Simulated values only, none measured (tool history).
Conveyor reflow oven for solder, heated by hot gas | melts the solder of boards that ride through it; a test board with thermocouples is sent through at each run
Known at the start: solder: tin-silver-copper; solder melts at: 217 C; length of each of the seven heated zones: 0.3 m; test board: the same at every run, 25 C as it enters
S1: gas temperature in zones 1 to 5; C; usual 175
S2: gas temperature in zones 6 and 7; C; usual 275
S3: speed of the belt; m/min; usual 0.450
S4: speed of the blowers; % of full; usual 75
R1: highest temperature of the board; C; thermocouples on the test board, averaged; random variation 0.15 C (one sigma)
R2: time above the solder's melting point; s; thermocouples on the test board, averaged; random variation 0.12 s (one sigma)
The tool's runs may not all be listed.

run	hour	S1	S2	S3	S4	R1	R2
1	0.0	175	275	0.450	75	263.0	68.0
2	47.2	175	275	0.450	75	263.1	67.9
3	85.7	175	275	0.450	75	263.1	68.0
4	105.7	175	275	0.482	75	260.7	61.7
5	147.9	175	266	0.482	75	252.8	56.4
6	180.5	175	275	0.450	75	262.9	68.0
7	202.8	175	275	0.450	50	254.5	60.4
# hour 231.2: thermocouples of zones 6 and 7 changed
8	234.8	175	275	0.450	50	251.7	58.4
# hour 276.7: flux residue cleaned out of gas plates and filters
9	277.7	175	275	0.450	50	252.9	59.9
10	321.0	175	275	0.450	50	252.8	59.5
11	348.9	175	275	0.450	56	255.6	62.0
12	378.7	175	275	0.450	56	255.4	62.0
13	408.1	175	275	0.450	56	255.0	62.0
14	436.0	175	275	0.450	56	255.2	62.1
15	480.4	175	278	0.409	52	259.7	72.4
16	500.6	175	278	0.409	52	259.6	72.5
17	548.3	186	275	0.386	75	266.6	87.0
18	597.3	186	275	0.386	75	266.3	87.0
19	625.0	186	282	0.386	75	273.0	90.0
20	648.4	177	269	0.464	53	248.2	54.4
# hour 672.0: flux residue cleaned out of gas plates and filters
21	687.4	180	275	0.497	54	252.3	55.1
22	709.6	175	265	0.537	74	247.0	46.2
23	736.8	173	275	0.530	72	254.5	51.6
24	782.6	189	284	0.509	54	260.9	62.6
25	815.3	171	264	0.416	69	251.8	65.1
26	848.0	160	281	0.440	69	263.6	65.0
27	872.2	160	281	0.440	69	263.3	64.9
28	898.5	160	281	0.531	70	255.8	48.0

Forecast each of these 4 alternatives for the next run:
A	927.0	175	275	0.393	75	?	?
B	927.0	175	277	0.450	75	?	?
C	927.0	166	281	0.531	70	?	?
D	927.0	175	275	0.450	71	?	?

run	R1	R2
A	265.4	80.0
B	263.1	68.2
C	256.7	50.6
D	260.1	66.4
Without the tool's hidden state the same runs would have given:
run	R1	R2
A	264.6	78.7
B	262.6	67.2
C	256.6	50.0
D	259.5	65.4

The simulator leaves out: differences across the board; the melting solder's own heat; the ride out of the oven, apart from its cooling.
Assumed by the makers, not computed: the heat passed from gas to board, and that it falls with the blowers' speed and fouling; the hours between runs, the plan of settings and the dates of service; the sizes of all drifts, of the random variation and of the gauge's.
